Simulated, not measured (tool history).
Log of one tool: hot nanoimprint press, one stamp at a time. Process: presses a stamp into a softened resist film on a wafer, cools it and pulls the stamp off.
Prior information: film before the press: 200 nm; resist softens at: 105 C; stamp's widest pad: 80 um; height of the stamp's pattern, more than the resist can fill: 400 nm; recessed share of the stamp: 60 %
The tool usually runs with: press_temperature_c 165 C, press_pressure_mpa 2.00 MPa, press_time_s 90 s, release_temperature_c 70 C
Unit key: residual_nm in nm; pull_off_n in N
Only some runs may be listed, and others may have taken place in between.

run	hour	press_temperature_c	press_pressure_mpa	press_time_s	release_temperature_c	residual_nm	pull_off_n
1	0.0	165	2.00	90	70	98.2	181
2	25.9	165	2.00	49	70	121.8	186
3	45.4	165	2.31	49	70	116.2	186
4	76.7	165	2.31	49	70	115.7	188
# hour 117.5: stamp cleaned and given a new release coat
5	124.8	165	2.31	49	70	116.3	119
6	160.7	165	2.02	49	70	121.9	131
7	199.9	165	2.00	90	65	99.5	143
8	217.6	165	2.00	90	65	98.6	143
9	239.2	165	2.00	90	70	99.6	137
10	264.5	165	2.00	90	70	98.7	143
11	304.1	153	2.00	90	70	155.4	141
12	331.2	165	2.00	48	70	124.3	146
13	363.7	165	2.00	48	70	124.0	148
14	400.3	165	2.00	48	70	124.4	152
15	426.5	165	2.00	90	70	100.4	148
16	454.1	164	1.99	76	70	110.7	164
17	492.7	174	1.30	109	55	74.6	209
18	524.8	167	1.85	61	60	110.0	186
19	562.0	164	1.79	61	60	124.5	206
20	588.6	174	1.46	165	61	58.9	204
# hour 597.3: plate thermocouple calibrated
21	618.2	174	1.46	165	61	56.9	201
22	643.7	167	2.47	90	58	82.5	210
23	666.0	167	2.69	90	58	78.9	215
24	706.2	175	2.69	68	65	62.8	203
25	735.5	171	2.74	56	62	80.4	213
# hour 757.7: stamp cleaned and given a new release coat
26	762.5	171	2.74	56	62	81.1	139
27	804.8	175	2.00	90	61	63.4	148
28	829.9	167	1.31	90	70	106.4	128
29	867.2	165	2.00	90	56	99.2	163
30	907.5	165	2.76	90	60	88.0	157

The same runs without the tool's hidden state, with the same run-to-run variation:
Hidden state at play: true temperature over the reading, C; pressure that arrives at the usual setting, %; grip of the stamp's worn release coat, % over a new coat's; drift of the gauge itself on residual_nm, %; drift of the gauge itself on pull_off_n, %.
run	residual_nm	pull_off_n
1	96.4	124
2	119.8	125
3	113.8	124
4	113.2	122
5	113.5	118
6	118.9	125
7	96.4	133
8	95.4	130
9	96.2	123
10	95.2	126
11	151.8	120
12	120.2	122
13	119.7	121
14	119.9	121
15	95.8	116
16	105.8	126
17	71.2	156
18	104.9	136
19	119.0	148
20	55.6	143
21	56.1	140
22	80.5	144
23	76.6	146
24	60.7	133
25	77.6	138
26	78.2	138
27	61.4	142
28	104.2	120
29	96.0	149
30	83.9	139
